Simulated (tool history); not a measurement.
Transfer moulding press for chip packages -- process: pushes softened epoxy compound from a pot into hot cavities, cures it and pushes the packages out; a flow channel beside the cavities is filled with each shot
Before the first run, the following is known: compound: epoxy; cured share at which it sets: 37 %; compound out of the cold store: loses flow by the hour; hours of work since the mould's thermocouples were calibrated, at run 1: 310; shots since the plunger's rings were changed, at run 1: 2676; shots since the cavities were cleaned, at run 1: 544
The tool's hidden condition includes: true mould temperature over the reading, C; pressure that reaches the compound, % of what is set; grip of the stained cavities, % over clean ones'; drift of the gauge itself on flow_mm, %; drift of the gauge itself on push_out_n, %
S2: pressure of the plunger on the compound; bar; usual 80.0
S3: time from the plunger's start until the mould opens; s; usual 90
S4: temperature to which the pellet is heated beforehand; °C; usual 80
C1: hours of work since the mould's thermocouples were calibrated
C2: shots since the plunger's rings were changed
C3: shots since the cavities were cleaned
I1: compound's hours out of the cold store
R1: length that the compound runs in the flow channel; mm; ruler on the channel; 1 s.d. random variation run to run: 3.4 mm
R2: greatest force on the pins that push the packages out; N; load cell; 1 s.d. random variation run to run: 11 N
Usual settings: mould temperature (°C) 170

Run 1, hour 0.0: usual settings; C1 310; C2 2676; C3 544; I1 9.8. Result: R1 561 mm, R2 676 N.
At hour 27.7: cavities cleaned with cleaning compound and waxed.
Run 2, hour 30.7: usual settings; C1 328; C2 3035; C3 37; I1 45.7. Result: R1 481 mm, R2 514 N.
Run 3, hour 70.9: usual settings; C1 352; C2 3527; C3 529; I1 19.4. Result: R1 532 mm, R2 702 N.
At hour 101.5: cavities cleaned with cleaning compound and waxed.
Run 4, hour 111.6: usual settings but S2 94.1 bar; C1 376; C2 4008; C3 123; I1 47.7. Result: R1 515 mm, R2 532 N.
Run 5, hour 148.9: usual settings but S2 94.1 bar; C1 398; C2 4466; C3 581; I1 39.5. Result: R1 532 mm, R2 680 N.
At hour 173.4: cavities cleaned with cleaning compound and waxed.
Run 6, hour 194.4: usual settings but S2 94.1 bar; C1 425; C2 5005; C3 257; I1 12.6. Result: R1 592 mm, R2 630 N.
At hour 248.1: cavities cleaned with cleaning compound and waxed.
Run 7, hour 252.0: usual settings; C1 459; C2 5694; C3 48; I1 29.3. Result: R1 495 mm, R2 521 N.
Run 8, hour 295.1: usual settings but S4 73 °C; C1 485; C2 6222; C3 576; I1 18.8. Result: R1 530 mm, R2 676 N.
At hour 305.6: plunger's sealing rings changed.
At hour 323.4: cavities cleaned with cleaning compound and waxed.
Run 9, hour 331.4: usual settings but S4 73 °C; C1 504; C2 298; C3 98; I1 40.8. Result: R1 495 mm, R2 514 N.
At hour 337.1: mould's thermocouples calibrated.
Run 10, hour 374.6: usual settings but mould temperature (°C) 163, S2 87.5 bar; C1 23; C2 804; C3 604; I1 18.9. Result: R1 576 mm, R2 952 N.
At hour 396.8: cavities cleaned with cleaning compound and waxed.
Run 11, hour 416.0: usual settings but mould temperature (°C) 172, S2 97.6 bar, S4 87 °C; C1 47; C2 1293; C3 235; I1 35.1. Result: R1 561 mm, R2 543 N.
Run 12, hour 453.4: usual settings but mould temperature (°C) 169, S2 97.6 bar, S4 87 °C; C1 69; C2 1753; C3 695; I1 35.2. Result: R1 556 mm, R2 684 N.

For run 13, what comes out?
At hour 469.2: cavities cleaned with cleaning compound and waxed.
Run 13, hour 478.5: usual settings but mould temperature (°C) 169, S2 97.6 bar, S4 87 °C; C1 84; C2 2042; C3 115; I1 39.4. Result: R1 ?, R2 ?.

Logged for run 13: R1 547 mm, R2 546 N.
Were there no unlogged condition in the tool, this run, its random variation unchanged, would have produced R1 558 mm, R2 505 N.
